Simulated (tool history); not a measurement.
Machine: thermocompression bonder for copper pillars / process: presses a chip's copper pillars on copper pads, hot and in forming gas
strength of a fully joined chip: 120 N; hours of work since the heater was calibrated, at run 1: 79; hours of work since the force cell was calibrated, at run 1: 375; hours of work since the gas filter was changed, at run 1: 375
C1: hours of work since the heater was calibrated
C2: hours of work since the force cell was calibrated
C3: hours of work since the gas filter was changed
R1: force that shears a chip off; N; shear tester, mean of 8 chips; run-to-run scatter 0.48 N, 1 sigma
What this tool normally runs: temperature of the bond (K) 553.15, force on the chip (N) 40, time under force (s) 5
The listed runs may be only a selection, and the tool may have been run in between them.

run 1 hour=0.0 | temperature_of_the_bond_(K)=553.15 force_on_the_chip_(N)=40 time_under_force_(s)=5 | C1=79 C2=375 C3=375 | R1=64.8
-- hour=61.6 forming gas filter changed
run 2 hour=78.4 | temperature_of_the_bond_(K)=553.15 force_on_the_chip_(N)=51 time_under_force_(s)=5 | C1=140 C2=437 C3=13 | R1=78.3
run 3 hour=150.2 | temperature_of_the_bond_(K)=553.15 force_on_the_chip_(N)=59 time_under_force_(s)=5 | C1=197 C2=494 C3=70 | R1=84.7
run 4 hour=239.9 | temperature_of_the_bond_(K)=553.15 force_on_the_chip_(N)=59 time_under_force_(s)=5 | C1=268 C2=564 C3=141 | R1=82.2
run 5 hour=324.1 | temperature_of_the_bond_(K)=553.15 force_on_the_chip_(N)=59 time_under_force_(s)=5 | C1=334 C2=631 C3=207 | R1=83.1
run 6 hour=365.1 | temperature_of_the_bond_(K)=578.15 force_on_the_chip_(N)=40 time_under_force_(s)=5 | C1=367 C2=663 C3=240 | R1=87.8
-- hour=444.5 force cell calibrated
run 7 hour=458.0 | temperature_of_the_bond_(K)=578.15 force_on_the_chip_(N)=40 time_under_force_(s)=5 | C1=439 C2=11 C3=312 | R1=89.0
run 8 hour=534.6 | temperature_of_the_bond_(K)=574.15 force_on_the_chip_(N)=41 time_under_force_(s)=5 | C1=499 C2=71 C3=373 | R1=86.2
-- hour=598.1 forming gas filter changed
-- hour=631.8 force cell calibrated, once more
run 9 hour=631.8 | temperature_of_the_bond_(K)=574.15 force_on_the_chip_(N)=41 time_under_force_(s)=5 | C1=575 C2=0 C3=25 | R1=88.8
run 10 hour=718.2 | temperature_of_the_bond_(K)=555.15 force_on_the_chip_(N)=26 time_under_force_(s)=4 | C1=643 C2=68 C3=94 | R1=51.2

What if the next run were any one of these 5? Each begins from the tool's condition after run 10:
run A hour=801.5 | temperature_of_the_bond_(K)=563.15 force_on_the_chip_(N)=58 time_under_force_(s)=14 | C1=709 C2=134 C3=160 | R1=?
run B hour=801.5 | temperature_of_the_bond_(K)=553.15 force_on_the_chip_(N)=24 time_under_force_(s)=3 | C1=709 C2=134 C3=160 | R1=?
run C hour=801.5 | temperature_of_the_bond_(K)=555.15 force_on_the_chip_(N)=40 time_under_force_(s)=4 | C1=709 C2=134 C3=160 | R1=?
run D hour=801.5 | temperature_of_the_bond_(K)=553.15 force_on_the_chip_(N)=33 time_under_force_(s)=5 | C1=709 C2=134 C3=160 | R1=?
run E hour=801.5 | temperature_of_the_bond_(K)=537.15 force_on_the_chip_(N)=41 time_under_force_(s)=3 | C1=709 C2=134 C3=160 | R1=?

run=A R1=107.3
run=B R1=43.1
run=C R1=66.4
run=D R1=62.5
run=E R1=47.2
Without the tool's hidden state the same runs would have given:
run=A R1=109.0
run=B R1=40.8
run=C R1=64.1
run=D R1=60.0
run=E R1=44.6

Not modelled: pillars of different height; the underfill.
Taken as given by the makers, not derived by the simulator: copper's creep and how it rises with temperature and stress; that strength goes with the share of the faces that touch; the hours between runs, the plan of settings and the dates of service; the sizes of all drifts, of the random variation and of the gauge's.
